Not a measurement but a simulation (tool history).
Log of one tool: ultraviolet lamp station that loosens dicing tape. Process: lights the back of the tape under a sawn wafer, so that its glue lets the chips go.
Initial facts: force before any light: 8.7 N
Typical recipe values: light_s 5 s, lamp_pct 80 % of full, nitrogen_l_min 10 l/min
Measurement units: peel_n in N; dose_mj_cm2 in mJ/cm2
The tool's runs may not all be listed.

run 1 day=0 | light_s=5 lamp_pct=80 nitrogen_l_min=10 | peel_n=0.239 dose_mj_cm2=237
run 2 day=3.646 | light_s=5 lamp_pct=80 nitrogen_l_min=10 | peel_n=0.238 dose_mj_cm2=242
-- day=4.267 window cleaned of glue's vapour
run 3 day=7.312 | light_s=10 lamp_pct=80 nitrogen_l_min=10 | peel_n=0.174 dose_mj_cm2=488
run 4 day=9.417 | light_s=10 lamp_pct=80 nitrogen_l_min=10 | peel_n=0.182 dose_mj_cm2=488
run 5 day=11.717 | light_s=5 lamp_pct=80 nitrogen_l_min=10 | peel_n=0.249 dose_mj_cm2=238
run 6 day=15.675 | light_s=5 lamp_pct=80 nitrogen_l_min=10 | peel_n=0.228 dose_mj_cm2=242
run 7 day=18.538 | light_s=5 lamp_pct=80 nitrogen_l_min=10 | peel_n=0.238 dose_mj_cm2=241
run 8 day=20.4 | light_s=2 lamp_pct=80 nitrogen_l_min=10 | peel_n=1.407 dose_mj_cm2=101
run 9 day=24.183 | light_s=2 lamp_pct=80 nitrogen_l_min=10 | peel_n=1.348 dose_mj_cm2=95
run 10 day=26.558 | light_s=2 lamp_pct=80 nitrogen_l_min=10 | peel_n=1.448 dose_mj_cm2=95
run 11 day=28.825 | light_s=2 lamp_pct=80 nitrogen_l_min=10 | peel_n=1.417 dose_mj_cm2=98
run 12 day=31.8 | light_s=2 lamp_pct=80 nitrogen_l_min=10 | peel_n=1.392 dose_mj_cm2=99
run 13 day=33.617 | light_s=7 lamp_pct=71 nitrogen_l_min=19 | peel_n=0.178 dose_mj_cm2=301

Expected results for the next run?
run 14 day=37.721 | light_s=7 lamp_pct=71 nitrogen_l_min=19 | peel_n=? dose_mj_cm2=?

{"run 14": {"peel_n": 0.183, "dose_mj_cm2": 297}}
With no hidden state in the tool, this same run would have given peel_n 0.183 N, dose_mj_cm2 299 mJ/cm2.
